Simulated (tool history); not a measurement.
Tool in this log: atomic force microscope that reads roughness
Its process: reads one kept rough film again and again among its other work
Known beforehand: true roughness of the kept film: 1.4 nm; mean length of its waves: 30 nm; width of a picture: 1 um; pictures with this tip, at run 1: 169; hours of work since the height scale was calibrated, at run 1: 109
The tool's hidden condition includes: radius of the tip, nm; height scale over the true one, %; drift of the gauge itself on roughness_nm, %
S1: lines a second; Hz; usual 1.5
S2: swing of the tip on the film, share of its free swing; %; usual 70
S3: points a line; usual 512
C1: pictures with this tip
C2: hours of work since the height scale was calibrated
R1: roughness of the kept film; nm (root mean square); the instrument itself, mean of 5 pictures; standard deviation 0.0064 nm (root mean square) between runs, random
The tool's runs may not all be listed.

run 1 hour=0 | S1=1.5 S2=70 S3=512 | C1=169 C2=109 | R1=1.132
run 2 hour=8.3 | S1=1.5 S2=70 S3=378 | C1=185 C2=114 | R1=1.113
run 3 hour=18.2 | S1=1.5 S2=70 S3=512 | C1=204 C2=120 | R1=1.102
run 4 hour=32.8 | S1=1.5 S2=70 S3=512 | C1=231 C2=128 | R1=1.089
run 5 hour=41 | S1=1.5 S2=70 S3=290 | C1=247 C2=133 | R1=1.084
run 6 hour=49.2 | S1=1.5 S2=70 S3=290 | C1=262 C2=138 | R1=1.063
run 7 hour=55.6 | S1=1.5 S2=70 S3=290 | C1=275 C2=142 | R1=1.056
run 8 hour=68.1 | S1=1.5 S2=70 S3=512 | C1=298 C2=149 | R1=1.06
run 9 hour=74.3 | S1=1.5 S2=70 S3=512 | C1=310 C2=153 | R1=1.046
run 10 hour=81.1 | S1=1.59 S2=70 S3=512 | C1=323 C2=157 | R1=1.042
run 11 hour=92.5 | S1=1.5 S2=70 S3=512 | C1=344 C2=163 | R1=1.03
run 12 hour=107.6 | S1=1.5 S2=70 S3=512 | C1=373 C2=172 | R1=1.028
run 13 hour=116 | S1=1.81 S2=70 S3=512 | C1=389 C2=177 | R1=1.013
-- hour=117.2 new tip fitted
run 14 hour=123.2 | S1=1.81 S2=70 S3=512 | C1=12 C2=181 | R1=1.22
run 15 hour=129.3 | S1=1.82 S2=70 S3=512 | C1=23 C2=184 | R1=1.204
run 16 hour=137.8 | S1=1.82 S2=70 S3=512 | C1=39 C2=189 | R1=1.194
run 17 hour=152 | S1=1.5 S2=64 S3=384 | C1=66 C2=198 | R1=1.223
run 18 hour=164.5 | S1=1.5 S2=89 S3=384 | C1=90 C2=205 | R1=1.067
run 19 hour=171.8 | S1=0.97 S2=66 S3=847 | C1=104 C2=209 | R1=1.208
run 20 hour=186.6 | S1=0.51 S2=59 S3=815 | C1=132 C2=218 | R1=1.21
run 21 hour=198.2 | S1=1.5 S2=70 S3=397 | C1=154 C2=225 | R1=1.134
run 22 hour=205.6 | S1=3.51 S2=70 S3=281 | C1=168 C2=229 | R1=1.048
run 23 hour=217 | S1=1.07 S2=70 S3=446 | C1=189 C2=236 | R1=1.143
run 24 hour=230.9 | S1=1.07 S2=70 S3=446 | C1=216 C2=244 | R1=1.118
run 25 hour=244.7 | S1=1.07 S2=70 S3=446 | C1=242 C2=252 | R1=1.105
run 26 hour=255.4 | S1=3.54 S2=83 S3=399 | C1=262 C2=258 | R1=0.905

Predict each of these 5 candidate next runs independently; none follows another, all start after run 26:
run A hour=267.2 | S1=3.54 S2=62 S3=725 | C1=285 C2=265 | R1=?
run B hour=267.2 | S1=3.56 S2=64 S3=399 | C1=285 C2=265 | R1=?
run C hour=267.2 | S1=0.75 S2=70 S3=512 | C1=285 C2=265 | R1=?
run D hour=267.2 | S1=1.51 S2=79 S3=464 | C1=285 C2=265 | R1=?
run E hour=267.2 | S1=0.77 S2=70 S3=512 | C1=285 C2=265 | R1=?

run=A R1=1.051
run=B R1=1.022
run=C R1=1.105
run=D R1=1.038
run=E R1=1.102
With the hidden condition removed and each run's random variation left untouched, the same runs would have given:
run=A R1=1.211
run=B R1=1.179
run=C R1=1.274
run=D R1=1.196
run=E R1=1.27
